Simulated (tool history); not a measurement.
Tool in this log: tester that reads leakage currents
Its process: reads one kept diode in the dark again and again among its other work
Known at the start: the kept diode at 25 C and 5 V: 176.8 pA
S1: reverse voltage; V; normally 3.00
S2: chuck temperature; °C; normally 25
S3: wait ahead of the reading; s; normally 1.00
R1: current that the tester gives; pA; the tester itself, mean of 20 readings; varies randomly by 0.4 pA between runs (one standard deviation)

run	hour	S1	S2	S3	R1
1	0.0	3.00	25	1.00	127.32
2	121.9	3.00	25	1.00	127.30
3	189.7	3.00	25	1.00	126.99
4	260.7	3.00	25	1.00	126.93
5	330.4	3.00	25	1.00	126.11
6	452.6	3.00	25	1.00	125.53
7	502.5	3.00	25	1.00	125.20
8	583.1	2.75	25	1.00	118.87
9	691.6	2.75	25	1.00	118.05
10	782.3	2.75	25	1.00	118.45
11	889.8	4.81	25	1.00	165.27
# hour 897.2: tester calibrated
12	976.8	4.81	25	1.00	164.97
13	1083.8	4.81	25	1.00	163.88
14	1160.3	4.81	25	1.00	164.33
15	1243.8	3.00	35	1.00	287.04
16	1312.7	3.00	35	1.00	287.47
17	1381.0	3.00	53	1.00	1191.11
18	1464.0	3.00	53	3.88	1192.70
# hour 1475.1: chuck's temperature calibrated
19	1553.0	3.00	53	3.88	1338.64
# hour 1602.2: tester calibrated, once more
20	1625.7	3.00	53	3.88	1319.67
21	1709.8	19.61	59	3.88	6102.93
# hour 1744.7: probe card cleaned and baked
22	1811.5	11.62	36	1.79	745.93
23	1932.7	6.69	25	4.22	207.73
24	1984.2	6.69	25	4.22	207.56
25	2044.1	10.39	23	0.60	224.63
26	2098.7	1.75	25	1.00	94.53
27	2197.3	1.75	25	1.00	93.86
28	2281.1	1.75	25	1.00	93.94
29	2348.7	1.75	25	1.00	93.65
30	2410.4	5.28	38	3.69	544.58
31	2527.4	5.28	38	3.69	538.50
32	2640.1	15.81	25	1.97	336.86
33	2710.9	15.81	25	1.97	335.88
34	2769.5	3.26	29	1.00	190.30
35	2886.0	3.00	52	5.68	1166.26
36	3009.1	1.38	52	0.33	742.20
37	3062.7	5.20	30	0.59	269.73
38	3171.8	3.60	41	1.12	543.87
39	3274.3	3.60	41	1.12	535.24

Here are 5 independent what-if runs from the current tool condition. What would each one return?
A	3390.2	3.00	41	1.00	?
B	3390.2	3.60	33	5.55	?
C	3390.2	3.00	25	4.74	?
D	3390.2	4.21	25	0.91	?
E	3390.2	3.77	41	1.12	?

run	R1
A	482.67
B	277.54
C	123.72
D	151.72
E	549.13
The same runs, with their run-to-run variation unchanged, on a tool lacking any hidden condition would have given:
run	R1
A	515.14
B	296.13
C	131.65
D	161.05
E	585.84
